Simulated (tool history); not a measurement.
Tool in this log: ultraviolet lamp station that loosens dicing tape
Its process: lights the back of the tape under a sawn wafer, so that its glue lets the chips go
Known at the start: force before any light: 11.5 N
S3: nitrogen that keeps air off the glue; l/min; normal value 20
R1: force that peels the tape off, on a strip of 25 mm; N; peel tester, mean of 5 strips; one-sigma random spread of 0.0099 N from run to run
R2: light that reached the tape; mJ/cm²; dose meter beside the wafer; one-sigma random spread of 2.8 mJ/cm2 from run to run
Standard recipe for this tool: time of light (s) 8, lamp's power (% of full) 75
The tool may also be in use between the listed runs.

{"run": 1, "hour": 0.0, "time of light (s)": 8, "lamp's power (% of full)": 75, "S3": 20, "R1": 0.715, "R2": 316}
{"run": 2, "hour": 23.6, "time of light (s)": 8, "lamp's power (% of full)": 75, "S3": 20, "R1": 0.738, "R2": 310}
{"run": 3, "hour": 36.8, "time of light (s)": 8, "lamp's power (% of full)": 75, "S3": 20, "R1": 0.726, "R2": 309}
{"run": 4, "hour": 49.2, "time of light (s)": 8, "lamp's power (% of full)": 75, "S3": 20, "R1": 0.719, "R2": 308}
{"run": 5, "hour": 65.3, "time of light (s)": 8, "lamp's power (% of full)": 75, "S3": 20, "R1": 0.766, "R2": 310}
{"run": 6, "hour": 85.2, "time of light (s)": 8, "lamp's power (% of full)": 75, "S3": 20, "R1": 0.774, "R2": 303}
{"run": 7, "hour": 99.8, "time of light (s)": 8, "lamp's power (% of full)": 68, "S3": 20, "R1": 0.978, "R2": 278}
{"run": 8, "hour": 115.6, "time of light (s)": 8, "lamp's power (% of full)": 68, "S3": 20, "R1": 0.962, "R2": 272}
{"run": 9, "hour": 128.1, "time of light (s)": 8, "lamp's power (% of full)": 68, "S3": 20, "R1": 0.994, "R2": 273}
{"run": 10, "hour": 138.3, "time of light (s)": 8, "lamp's power (% of full)": 68, "S3": 20, "R1": 1.027, "R2": 272}
{"run": 11, "hour": 153.7, "time of light (s)": 8, "lamp's power (% of full)": 75, "S3": 20, "R1": 0.79, "R2": 294}
{"run": 12, "hour": 164.7, "time of light (s)": 8, "lamp's power (% of full)": 78, "S3": 20, "R1": 0.749, "R2": 312}
{"run": 13, "hour": 185.6, "time of light (s)": 8, "lamp's power (% of full)": 78, "S3": 20, "R1": 0.759, "R2": 308}
{"run": 14, "hour": 200.1, "time of light (s)": 8, "lamp's power (% of full)": 78, "S3": 20, "R1": 0.785, "R2": 309}
{"run": 15, "hour": 219.4, "time of light (s)": 8, "lamp's power (% of full)": 78, "S3": 20, "R1": 0.786, "R2": 307}
{"run": 16, "hour": 235.9, "time of light (s)": 8, "lamp's power (% of full)": 78, "S3": 20, "R1": 0.798, "R2": 302}
{"run": 17, "hour": 247.9, "time of light (s)": 8, "lamp's power (% of full)": 75, "S3": 20, "R1": 0.875, "R2": 288}
{"run": 18, "hour": 269.1, "time of light (s)": 8, "lamp's power (% of full)": 75, "S3": 10, "R1": 1.633, "R2": 287}
{"hour": 284.6, "done": "window cleaned of glue's vapour"}
{"run": 19, "hour": 289.5, "time of light (s)": 8, "lamp's power (% of full)": 75, "S3": 10, "R1": 1.438, "R2": 301}
{"run": 20, "hour": 308.9, "time of light (s)": 8, "lamp's power (% of full)": 75, "S3": 20, "R1": 0.77, "R2": 299}
{"run": 21, "hour": 319.0, "time of light (s)": 8, "lamp's power (% of full)": 75, "S3": 20, "R1": 0.817, "R2": 302}
{"run": 22, "hour": 339.8, "time of light (s)": 8, "lamp's power (% of full)": 75, "S3": 20, "R1": 0.804, "R2": 302}
{"run": 23, "hour": 354.3, "time of light (s)": 5, "lamp's power (% of full)": 69, "S3": 30, "R1": 1.933, "R2": 173}
{"run": 24, "hour": 375.2, "time of light (s)": 11, "lamp's power (% of full)": 95, "S3": 20, "R1": 0.225, "R2": 509}
{"run": 25, "hour": 396.0, "time of light (s)": 11, "lamp's power (% of full)": 95, "S3": 20, "R1": 0.226, "R2": 504}
{"run": 26, "hour": 419.1, "time of light (s)": 7, "lamp's power (% of full)": 100, "S3": 32, "R1": 0.4, "R2": 335}
{"run": 27, "hour": 435.2, "time of light (s)": 6, "lamp's power (% of full)": 87, "S3": 31, "R1": 0.882, "R2": 252}
{"run": 28, "hour": 452.1, "time of light (s)": 6, "lamp's power (% of full)": 87, "S3": 31, "R1": 0.865, "R2": 249}
{"run": 29, "hour": 473.2, "time of light (s)": 4, "lamp's power (% of full)": 79, "S3": 36, "R1": 2.151, "R2": 149}
{"run": 30, "hour": 495.1, "time of light (s)": 9, "lamp's power (% of full)": 75, "S3": 38, "R1": 0.399, "R2": 319}
{"run": 31, "hour": 511.6, "time of light (s)": 9, "lamp's power (% of full)": 75, "S3": 38, "R1": 0.417, "R2": 311}
{"run": 32, "hour": 533.8, "time of light (s)": 12, "lamp's power (% of full)": 92, "S3": 37, "R1": 0.163, "R2": 508}
{"run": 33, "hour": 547.2, "time of light (s)": 10, "lamp's power (% of full)": 75, "S3": 9, "R1": 1.235, "R2": 348}
{"run": 34, "hour": 569.8, "time of light (s)": 9, "lamp's power (% of full)": 87, "S3": 20, "R1": 0.536, "R2": 360}
{"run": 35, "hour": 588.0, "time of light (s)": 9, "lamp's power (% of full)": 87, "S3": 20, "R1": 0.525, "R2": 354}
{"run": 36, "hour": 604.0, "time of light (s)": 4, "lamp's power (% of full)": 75, "S3": 11, "R1": 4.354, "R2": 133}
{"run": 37, "hour": 615.0, "time of light (s)": 4, "lamp's power (% of full)": 75, "S3": 11, "R1": 4.356, "R2": 132}
{"run": 38, "hour": 638.3, "time of light (s)": 4, "lamp's power (% of full)": 67, "S3": 6, "R1": 5.886, "R2": 119}
{"run": 39, "hour": 650.4, "time of light (s)": 7, "lamp's power (% of full)": 90, "S3": 20, "R1": 0.956, "R2": 275}
{"run": 40, "hour": 672.3, "time of light (s)": 8, "lamp's power (% of full)": 70, "S3": 20, "R1": 1.311, "R2": 247}
{"run": 41, "hour": 690.4, "time of light (s)": 8, "lamp's power (% of full)": 61, "S3": 20, "R1": 1.669, "R2": 211}
{"run": 42, "hour": 702.4, "time of light (s)": 8, "lamp's power (% of full)": 61, "S3": 20, "R1": 1.674, "R2": 211}
{"run": 43, "hour": 714.6, "time of light (s)": 13, "lamp's power (% of full)": 62, "S3": 13, "R1": 0.861, "R2": 352}

Same runs, no hidden state in the tool, same run-to-run variation:
The hidden state here: lamp's light, % of a new lamp's; light that the window lets through, % of a clean one's; drift of the gauge itself on peel_n, %; drift of the gauge itself on dose_mj_cm2, %.
run=1 R1=0.422 R2=389
run=2 R1=0.425 R2=385
run=3 R1=0.417 R2=385
run=4 R1=0.402 R2=387
run=5 R1=0.425 R2=390
run=6 R1=0.425 R2=385
run=7 R1=0.543 R2=354
run=8 R1=0.528 R2=349
run=9 R1=0.539 R2=352
run=10 R1=0.552 R2=352
run=11 R1=0.411 R2=383
run=12 R1=0.385 R2=406
run=13 R1=0.382 R2=404
run=14 R1=0.392 R2=408
run=15 R1=0.383 R2=407
run=16 R1=0.383 R2=404
run=17 R1=0.421 R2=387
run=18 R1=0.864 R2=389
run=19 R1=0.852 R2=384
run=20 R1=0.412 R2=385
run=21 R1=0.435 R2=389
run=22 R1=0.416 R2=391
run=23 R1=1.154 R2=225
run=24 R1=0.152 R2=671
run=25 R1=0.148 R2=669
run=26 R1=0.206 R2=448
run=27 R1=0.419 R2=338
run=28 R1=0.408 R2=337
run=29 R1=1.208 R2=203
run=30 R1=0.191 R2=438
run=31 R1=0.196 R2=431
run=32 R1=0.135 R2=710
run=33 R1=0.561 R2=488
run=34 R1=0.23 R2=510
run=35 R1=0.221 R2=505
run=36 R1=2.867 R2=192
run=37 R1=2.852 R2=191
run=38 R1=4.346 R2=173
run=39 R1=0.367 R2=403
run=40 R1=0.524 R2=363
run=41 R1=0.71 R2=313
run=42 R1=0.708 R2=315
run=43 R1=0.312 R2=529
